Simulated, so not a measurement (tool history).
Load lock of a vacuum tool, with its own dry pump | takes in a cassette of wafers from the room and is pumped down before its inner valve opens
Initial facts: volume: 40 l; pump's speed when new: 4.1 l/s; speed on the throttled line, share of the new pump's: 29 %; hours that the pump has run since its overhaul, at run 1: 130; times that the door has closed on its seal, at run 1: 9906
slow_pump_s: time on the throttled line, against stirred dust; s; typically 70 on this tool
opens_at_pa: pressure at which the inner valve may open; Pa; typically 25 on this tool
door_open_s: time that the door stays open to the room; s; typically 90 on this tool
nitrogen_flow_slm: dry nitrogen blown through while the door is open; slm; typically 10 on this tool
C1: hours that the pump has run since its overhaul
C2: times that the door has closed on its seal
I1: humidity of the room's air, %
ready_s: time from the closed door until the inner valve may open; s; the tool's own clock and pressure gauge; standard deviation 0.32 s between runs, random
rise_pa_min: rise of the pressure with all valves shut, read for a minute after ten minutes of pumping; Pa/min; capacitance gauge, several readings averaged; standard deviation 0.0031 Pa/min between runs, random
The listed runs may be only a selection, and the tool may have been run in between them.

run 1 hour=0 | slow_pump_s=70 opens_at_pa=25 door_open_s=90 nitrogen_flow_slm=10 | C1=130 C2=9906 | I1=45.9 | ready_s=131.1 rise_pa_min=0.094
run 2 hour=95.6 | slow_pump_s=70 opens_at_pa=25 door_open_s=90 nitrogen_flow_slm=10 | C1=225 C2=10235 | I1=45.8 | ready_s=131 rise_pa_min=0.095
run 3 hour=155.5 | slow_pump_s=70 opens_at_pa=25 door_open_s=90 nitrogen_flow_slm=10 | C1=285 C2=10441 | I1=46.2 | ready_s=130.7 rise_pa_min=0.099
run 4 hour=247.8 | slow_pump_s=70 opens_at_pa=25 door_open_s=90 nitrogen_flow_slm=10 | C1=377 C2=10759 | I1=47.7 | ready_s=131 rise_pa_min=0.101
run 5 hour=317.3 | slow_pump_s=70 opens_at_pa=25 door_open_s=90 nitrogen_flow_slm=10 | C1=447 C2=10998 | I1=44.5 | ready_s=131.6 rise_pa_min=0.103
run 6 hour=380.2 | slow_pump_s=70 opens_at_pa=25 door_open_s=90 nitrogen_flow_slm=10 | C1=510 C2=11214 | I1=48.3 | ready_s=130.9 rise_pa_min=0.109
run 7 hour=468.5 | slow_pump_s=70 opens_at_pa=25 door_open_s=90 nitrogen_flow_slm=29 | C1=598 C2=11518 | I1=46.7 | ready_s=131.3 rise_pa_min=0.077
run 8 hour=544.1 | slow_pump_s=70 opens_at_pa=25 door_open_s=90 nitrogen_flow_slm=29 | C1=674 C2=11778 | I1=40.1 | ready_s=131.5 rise_pa_min=0.068
run 9 hour=608.3 | slow_pump_s=116 opens_at_pa=25 door_open_s=90 nitrogen_flow_slm=29 | C1=738 C2=11999 | I1=44.8 | ready_s=164.7 rise_pa_min=0.077
run 10 hour=664.2 | slow_pump_s=70 opens_at_pa=25 door_open_s=27 nitrogen_flow_slm=10 | C1=794 C2=12191 | I1=48.1 | ready_s=131 rise_pa_min=0.068
run 11 hour=742.5 | slow_pump_s=70 opens_at_pa=25 door_open_s=27 nitrogen_flow_slm=10 | C1=872 C2=12461 | I1=46.5 | ready_s=132.1 rise_pa_min=0.067
run 12 hour=815.2 | slow_pump_s=70 opens_at_pa=25 door_open_s=27 nitrogen_flow_slm=25 | C1=945 C2=12711 | I1=49.8 | ready_s=131.3 rise_pa_min=0.059
run 13 hour=886 | slow_pump_s=70 opens_at_pa=30 door_open_s=27 nitrogen_flow_slm=25 | C1=1016 C2=12954 | I1=44.2 | ready_s=129.3 rise_pa_min=0.055
run 14 hour=978 | slow_pump_s=70 opens_at_pa=25 door_open_s=90 nitrogen_flow_slm=10 | C1=1108 C2=13271 | I1=47.6 | ready_s=131.3 rise_pa_min=0.11
run 15 hour=1051.5 | slow_pump_s=70 opens_at_pa=25 door_open_s=90 nitrogen_flow_slm=10 | C1=1181 C2=13524 | I1=45.6 | ready_s=131.5 rise_pa_min=0.105
run 16 hour=1145.8 | slow_pump_s=70 opens_at_pa=23 door_open_s=32 nitrogen_flow_slm=23 | C1=1275 C2=13848 | I1=45.1 | ready_s=132.4 rise_pa_min=0.067
run 17 hour=1222.4 | slow_pump_s=70 opens_at_pa=23 door_open_s=32 nitrogen_flow_slm=23 | C1=1352 C2=14112 | I1=41.8 | ready_s=132 rise_pa_min=0.064
run 18 hour=1292.8 | slow_pump_s=70 opens_at_pa=49 door_open_s=32 nitrogen_flow_slm=8 | C1=1422 C2=14354 | I1=43.1 | ready_s=124.1 rise_pa_min=0.078
run 19 hour=1362.3 | slow_pump_s=70 opens_at_pa=49 door_open_s=32 nitrogen_flow_slm=8 | C1=1492 C2=14593 | I1=47.3 | ready_s=124.9 rise_pa_min=0.084
run 20 hour=1463.4 | slow_pump_s=70 opens_at_pa=49 door_open_s=32 nitrogen_flow_slm=8 | C1=1593 C2=14941 | I1=44.6 | ready_s=125.1 rise_pa_min=0.086
run 21 hour=1538.9 | slow_pump_s=70 opens_at_pa=29 door_open_s=32 nitrogen_flow_slm=21 | C1=1669 C2=15201 | I1=40.5 | ready_s=130.7 rise_pa_min=0.066
run 22 hour=1621.6 | slow_pump_s=40 opens_at_pa=19 door_open_s=45 nitrogen_flow_slm=21 | C1=1751 C2=15485 | I1=42.4 | ready_s=112.7 rise_pa_min=0.076
run 23 hour=1684 | slow_pump_s=40 opens_at_pa=19 door_open_s=45 nitrogen_flow_slm=21 | C1=1814 C2=15700 | I1=46.2 | ready_s=113.9 rise_pa_min=0.08
run 24 hour=1759.6 | slow_pump_s=44 opens_at_pa=46 door_open_s=110 nitrogen_flow_slm=11 | C1=1889 C2=15960 | I1=40.9 | ready_s=106.9 rise_pa_min=0.113
run 25 hour=1809.2 | slow_pump_s=38 opens_at_pa=29 door_open_s=90 nitrogen_flow_slm=10 | C1=1939 C2=16131 | I1=42.7 | ready_s=107.5 rise_pa_min=0.113
run 26 hour=1903.2 | slow_pump_s=102 opens_at_pa=27 door_open_s=222 nitrogen_flow_slm=10 | C1=2033 C2=16454 | I1=46 | ready_s=153.5 rise_pa_min=0.183
run 27 hour=1961.2 | slow_pump_s=102 opens_at_pa=27 door_open_s=222 nitrogen_flow_slm=10 | C1=2091 C2=16654 | I1=42.4 | ready_s=153.7 rise_pa_min=0.171

3 options for the next run, each taken on its own from the tool as it stands now. Forecast them:
run A hour=2054.9 | slow_pump_s=67 opens_at_pa=25 door_open_s=40 nitrogen_flow_slm=10 | C1=2184 C2=16976 | I1=48.2 | ready_s=? rise_pa_min=?
run B hour=2054.9 | slow_pump_s=70 opens_at_pa=19 door_open_s=166 nitrogen_flow_slm=11 | C1=2184 C2=16976 | I1=45.1 | ready_s=? rise_pa_min=?
run C hour=2054.9 | slow_pump_s=99 opens_at_pa=39 door_open_s=222 nitrogen_flow_slm=10 | C1=2184 C2=16976 | I1=48 | ready_s=? rise_pa_min=?

run=A ready_s=129.9 rise_pa_min=0.095
run=B ready_s=134.1 rise_pa_min=0.157
run=C ready_s=147.9 rise_pa_min=0.185
Without the tool's unlogged condition, the same runs would have read:
run=A ready_s=129.7 rise_pa_min=0.046
run=B ready_s=133.9 rise_pa_min=0.109
run=C ready_s=147.7 rise_pa_min=0.137
